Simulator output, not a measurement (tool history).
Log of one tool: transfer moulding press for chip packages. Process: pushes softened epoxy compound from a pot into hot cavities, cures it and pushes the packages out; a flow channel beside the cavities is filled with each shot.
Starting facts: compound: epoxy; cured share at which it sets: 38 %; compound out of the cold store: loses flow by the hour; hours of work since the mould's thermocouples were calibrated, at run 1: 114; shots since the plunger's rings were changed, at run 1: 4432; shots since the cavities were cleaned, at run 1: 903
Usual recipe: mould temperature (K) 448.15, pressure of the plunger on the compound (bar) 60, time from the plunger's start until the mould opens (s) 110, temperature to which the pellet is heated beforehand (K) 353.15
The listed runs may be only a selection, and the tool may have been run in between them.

| run | day | mould temperature (K) | pressure of the plunger on the compound (bar) | time from the plunger's start until the mould opens (s) | temperature to which the pellet is heated beforehand (K) | hours of work since the mould's thermocouples were calibrated | shots since the plunger's rings were changed | shots since the cavities were cleaned | incoming compound's hours out of the cold store | length that the compound runs in the flow channel (mm) | greatest force on the pins that push the packages out (N) |
|---|---|---|---|---|---|---|---|---|---|---|---|
| 1 | 0 | 448.15 | 60 | 110 | 353.15 | 114 | 4432 | 903 | 22.8 | 898 | 711 |
|  | 0.175 | cavities cleaned with cleaning compound and waxed |
| 2 | 0.279 | 448.15 | 60 | 110 | 353.15 | 116 | 4469 | 18 | 23.7 | 917 | 544 |
| 3 | 0.571 | 443.15 | 60 | 110 | 353.15 | 118 | 4519 | 68 | 24.9 | 940 | 804 |
| 4 | 0.875 | 444.15 | 60 | 110 | 353.15 | 121 | 4572 | 121 | 24.8 | 935 | 732 |
| 5 | 1.275 | 444.15 | 60 | 110 | 353.15 | 125 | 4640 | 189 | 15.1 | 938 | 788 |
| 6 | 1.529 | 448.15 | 60 | 110 | 353.15 | 128 | 4683 | 232 | 43.2 | 878 | 574 |
| 7 | 1.758 | 448.15 | 60 | 110 | 353.15 | 130 | 4722 | 271 | 33.3 | 887 | 565 |
| 8 | 2.05 | 448.15 | 60 | 110 | 353.15 | 133 | 4772 | 321 | 9.4 | 937 | 621 |
| 9 | 2.308 | 448.15 | 60 | 110 | 353.15 | 135 | 4816 | 365 | 42.7 | 871 | 610 |
| 10 | 2.642 | 448.15 | 60 | 110 | 349.15 | 138 | 4873 | 422 | 26.3 | 916 | 602 |
| 11 | 2.812 | 448.15 | 60 | 110 | 359.15 | 140 | 4903 | 452 | 28.2 | 899 | 615 |
| 12 | 3.133 | 448.15 | 60 | 133 | 359.15 | 143 | 4958 | 507 | 18 | 912 | 499 |
| 13 | 3.358 | 448.15 | 60 | 110 | 353.15 | 145 | 4996 | 545 | 38.2 | 869 | 603 |
| 14 | 3.704 | 448.15 | 60 | 110 | 353.15 | 149 | 5056 | 605 | 15.4 | 920 | 671 |
| 15 | 4.079 | 448.15 | 60 | 110 | 353.15 | 152 | 5119 | 668 | 39.4 | 863 | 633 |
| 16 | 4.4 | 448.15 | 58 | 99 | 345.15 | 155 | 5174 | 723 | 9 | 910 | 880 |
| 17 | 4.762 | 456.15 | 66.6 | 105 | 357.15 | 159 | 5236 | 785 | 11 | 948 | 512 |
| 18 | 5.067 | 456.15 | 66.6 | 105 | 357.15 | 162 | 5289 | 838 | 25 | 916 | 524 |
| 19 | 5.458 | 448.15 | 61.4 | 120 | 353.15 | 166 | 5356 | 905 | 40 | 878 | 575 |
|  | 5.621 | cavities cleaned with cleaning compound and waxed |
| 20 | 5.879 | 448.15 | 61.4 | 120 | 353.15 | 169 | 5417 | 44 | 30.7 | 896 | 468 |
| 21 | 6.242 | 448.15 | 61.4 | 120 | 353.15 | 172 | 5479 | 106 | 43.5 | 855 | 453 |
| 22 | 6.454 | 448.15 | 60 | 106 | 347.15 | 175 | 5515 | 142 | 21.3 | 912 | 630 |
| 23 | 6.854 | 440.15 | 60 | 123 | 353.15 | 178 | 5584 | 211 | 32.3 | 921 | 840 |
| 24 | 7.217 | 440.15 | 60 | 123 | 353.15 | 182 | 5646 | 273 | 30.8 | 925 | 836 |
| 25 | 7.579 | 440.15 | 60 | 123 | 353.15 | 185 | 5708 | 335 | 17.8 | 949 | 902 |
| 26 | 7.808 | 448.15 | 72.7 | 106 | 353.15 | 188 | 5747 | 374 | 39.2 | 949 | 646 |
| 27 | 7.975 | 448.15 | 72.7 | 106 | 353.15 | 189 | 5776 | 403 | 21.4 | 974 | 675 |
| 28 | 8.288 | 448.15 | 72.7 | 106 | 353.15 | 192 | 5829 | 456 | 34 | 948 | 648 |
| 29 | 8.608 | 448.15 | 72.7 | 106 | 353.15 | 195 | 5884 | 511 | 37.2 | 947 | 680 |

Alternative continuations, all from the tool just after run 29; predict every row:
| A | 8.954 | 456.15 | 60 | 144 | 362.15 | 199 | 5943 | 570 | 37.9 | ? | ? |
| B | 8.954 | 448.15 | 60 | 113 | 357.15 | 199 | 5943 | 570 | 28.2 | ? | ? |
| C | 8.954 | 446.15 | 54.9 | 110 | 359.15 | 199 | 5943 | 570 | 20 | ? | ? |
| D | 8.954 | 445.15 | 60 | 110 | 355.15 | 199 | 5943 | 570 | 29.3 | ? | ? |

| run | length that the compound runs in the flow channel (mm) | greatest force on the pins that push the packages out (N) |
|---|---|---|
| A | 836 | 475 |
| B | 890 | 602 |
| C | 877 | 750 |
| D | 897 | 807 |
With the hidden condition removed and each run's random variation left untouched, the same runs would have given:
| run | length that the compound runs in the flow channel (mm) | greatest force on the pins that push the packages out (N) |
|---|---|---|
| A | 904 | 377 |
| B | 962 | 476 |
| C | 948 | 592 |
| D | 970 | 636 |
